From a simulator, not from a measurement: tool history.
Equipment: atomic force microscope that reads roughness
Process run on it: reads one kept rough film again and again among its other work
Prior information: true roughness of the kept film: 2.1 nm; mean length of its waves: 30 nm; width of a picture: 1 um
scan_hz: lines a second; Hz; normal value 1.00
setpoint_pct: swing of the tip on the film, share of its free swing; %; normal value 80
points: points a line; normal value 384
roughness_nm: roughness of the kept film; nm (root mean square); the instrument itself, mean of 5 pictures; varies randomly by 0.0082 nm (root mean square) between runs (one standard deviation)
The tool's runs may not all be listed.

run	hour	scan_hz	setpoint_pct	points	roughness_nm
1	0.0	1.00	80	384	1.786
2	5.5	1.00	80	384	1.804
3	14.4	1.00	80	384	1.803
4	23.1	1.00	80	384	1.789
5	33.0	1.00	80	384	1.792
6	38.7	1.00	80	384	1.795
7	45.2	1.00	80	384	1.793
8	52.1	1.00	80	384	1.799
9	57.7	1.00	80	384	1.803
10	66.1	1.00	80	384	1.815
# hour 68.6: new tip fitted
11	74.2	1.00	80	384	1.790
12	82.0	1.67	79	270	1.733
13	91.2	0.52	79	270	1.843
14	97.4	1.07	69	384	1.840

Run 15, settings as shown, results not yet in. Your forecast:
15	103.4	1.00	80	839	?

Run 15 yielded roughness_nm 1.815 nm (root mean square).
With no hidden state in the tool, this same run would have given roughness_nm 1.816 nm (root mean square).

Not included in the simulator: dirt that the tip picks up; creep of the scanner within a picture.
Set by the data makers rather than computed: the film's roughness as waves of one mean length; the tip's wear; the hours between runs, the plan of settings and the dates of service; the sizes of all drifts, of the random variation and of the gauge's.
